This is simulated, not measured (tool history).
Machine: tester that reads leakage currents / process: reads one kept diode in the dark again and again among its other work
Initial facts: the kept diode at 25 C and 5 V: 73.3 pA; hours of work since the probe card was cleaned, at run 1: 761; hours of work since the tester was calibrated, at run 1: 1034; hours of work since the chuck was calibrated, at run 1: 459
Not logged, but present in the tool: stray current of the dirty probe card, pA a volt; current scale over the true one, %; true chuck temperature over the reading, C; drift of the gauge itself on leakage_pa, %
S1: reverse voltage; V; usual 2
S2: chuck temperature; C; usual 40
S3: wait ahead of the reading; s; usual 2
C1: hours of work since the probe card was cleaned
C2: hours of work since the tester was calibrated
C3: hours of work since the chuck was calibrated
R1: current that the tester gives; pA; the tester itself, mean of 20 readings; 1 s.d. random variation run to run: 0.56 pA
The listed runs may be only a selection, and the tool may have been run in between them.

run 1 hour=0 | S1=2 S2=40 S3=2 | C1=761 C2=1034 C3=459 | R1=192.56
run 2 hour=22.1 | S1=2 S2=40 S3=2 | C1=776 C2=1048 C3=474 | R1=192.77
run 3 hour=62.1 | S1=2 S2=40 S3=2 | C1=803 C2=1075 C3=501 | R1=194.33
run 4 hour=95 | S1=2 S2=23 S3=2 | C1=825 C2=1097 C3=522 | R1=42.24
run 5 hour=130.7 | S1=2 S2=40 S3=2 | C1=848 C2=1121 C3=546 | R1=194.36
run 6 hour=164.2 | S1=2 S2=40 S3=2 | C1=871 C2=1143 C3=569 | R1=194.62
run 7 hour=187.5 | S1=6.55 S2=40 S3=2 | C1=886 C2=1159 C3=584 | R1=342.62
run 8 hour=216.9 | S1=6.55 S2=30 S3=2 | C1=906 C2=1178 C3=604 | R1=144.32
run 9 hour=250.3 | S1=2 S2=34 S3=2 | C1=928 C2=1200 C3=626 | R1=116.57
run 10 hour=284.3 | S1=2 S2=34 S3=2 | C1=951 C2=1223 C3=649 | R1=116.15
run 11 hour=312.5 | S1=4.95 S2=40 S3=2 | C1=970 C2=1242 C3=668 | R1=302.11
run 12 hour=351.3 | S1=2 S2=27 S3=2 | C1=995 C2=1268 C3=693 | R1=62.48
run 13 hour=384.5 | S1=2 S2=40 S3=2 | C1=1018 C2=1290 C3=716 | R1=196.94
run 14 hour=423.8 | S1=1.6 S2=40 S3=2 | C1=1044 C2=1316 C3=742 | R1=178.73
run 15 hour=451.7 | S1=1.6 S2=40 S3=2 | C1=1062 C2=1335 C3=760 | R1=177.15
run 16 hour=485.1 | S1=5.73 S2=40 S3=2 | C1=1085 C2=1357 C3=783 | R1=326.96
run 17 hour=515.6 | S1=8.64 S2=40 S3=2 | C1=1105 C2=1377 C3=803 | R1=398.56
run 18 hour=543 | S1=2 S2=40 S3=2 | C1=1123 C2=1396 C3=821 | R1=199.02
run 19 hour=561.7 | S1=2 S2=40 S3=2 | C1=1136 C2=1408 C3=834 | R1=199.41
run 20 hour=599.2 | S1=2 S2=40 S3=2 | C1=1161 C2=1433 C3=859 | R1=199.49
run 21 hour=628.7 | S1=2.68 S2=58 S3=5.48 | C1=1180 C2=1453 C3=878 | R1=976.62
-- hour=634.2 probe card cleaned and baked
run 22 hour=659.7 | S1=7.83 S2=40 S3=3.78 | C1=17 C2=1471 C3=897 | R1=383.75
run 23 hour=689.2 | S1=3.19 S2=47 S3=6.44 | C1=37 C2=1491 C3=917 | R1=449.8
-- hour=725.1 probe card cleaned and baked, once more
run 24 hour=725.1 | S1=4.49 S2=40 S3=3.16 | C1=0 C2=1513 C3=939 | R1=289.58
run 25 hour=762.4 | S1=17.41 S2=25 S3=3.65 | C1=25 C2=1538 C3=964 | R1=145.24
run 26 hour=780.1 | S1=17.41 S2=25 S3=0.36 | C1=37 C2=1550 C3=975 | R1=152.19
run 27 hour=810.6 | S1=2.92 S2=25 S3=0.36 | C1=57 C2=1570 C3=996 | R1=63.49
run 28 hour=849.7 | S1=18.45 S2=40 S3=0.36 | C1=83 C2=1596 C3=1022 | R1=580.29
run 29 hour=889.7 | S1=18.45 S2=40 S3=0.36 | C1=110 C2=1623 C3=1048 | R1=580.46
run 30 hour=914.7 | S1=18.45 S2=53 S3=0.36 | C1=126 C2=1640 C3=1065 | R1=1678.22
run 31 hour=942.3 | S1=18.45 S2=53 S3=0.36 | C1=145 C2=1658 C3=1083 | R1=1673.86
run 32 hour=975 | S1=18.45 S2=53 S3=0.36 | C1=167 C2=1680 C3=1105 | R1=1679.94
run 33 hour=992.9 | S1=18.45 S2=46 S3=0.81 | C1=179 C2=1692 C3=1117 | R1=954.34
run 34 hour=1028.5 | S1=2 S2=45 S3=2 | C1=202 C2=1715 C3=1141 | R1=308.13
run 35 hour=1052.3 | S1=2 S2=45 S3=2 | C1=218 C2=1731 C3=1157 | R1=310.49
run 36 hour=1087.6 | S1=2 S2=45 S3=2 | C1=242 C2=1755 C3=1180 | R1=310.11
run 37 hour=1119.5 | S1=2 S2=45 S3=2 | C1=263 C2=1776 C3=1202 | R1=308.98
run 38 hour=1156.5 | S1=3.24 S2=23 S3=2.22 | C1=288 C2=1801 C3=1226 | R1=55.96
run 39 hour=1184.3 | S1=15.91 S2=57 S3=2 | C1=306 C2=1819 C3=1245 | R1=2153.54
run 40 hour=1215.5 | S1=15.91 S2=57 S3=2 | C1=327 C2=1840 C3=1266 | R1=2152.26

Predict each of these 4 candidate next runs independently; none follows another, all start after run 40:
run A hour=1241.2 | S1=15.91 S2=55 S3=2.99 | C1=344 C2=1857 C3=1283 | R1=?
run B hour=1241.2 | S1=1.41 S2=44 S3=0.41 | C1=344 C2=1857 C3=1283 | R1=?
run C hour=1241.2 | S1=5.03 S2=40 S3=0.56 | C1=344 C2=1857 C3=1283 | R1=?
run D hour=1241.2 | S1=2 S2=40 S3=0.76 | C1=344 C2=1857 C3=1283 | R1=?

run=A R1=1853.93
run=B R1=245.16
run=C R1=318.11
run=D R1=205.14
With the hidden condition removed and each run's random variation left untouched, the same runs would have given:
run=A R1=1684.03
run=B R1=221.54
run=C R1=286.17
run=D R1=184.76

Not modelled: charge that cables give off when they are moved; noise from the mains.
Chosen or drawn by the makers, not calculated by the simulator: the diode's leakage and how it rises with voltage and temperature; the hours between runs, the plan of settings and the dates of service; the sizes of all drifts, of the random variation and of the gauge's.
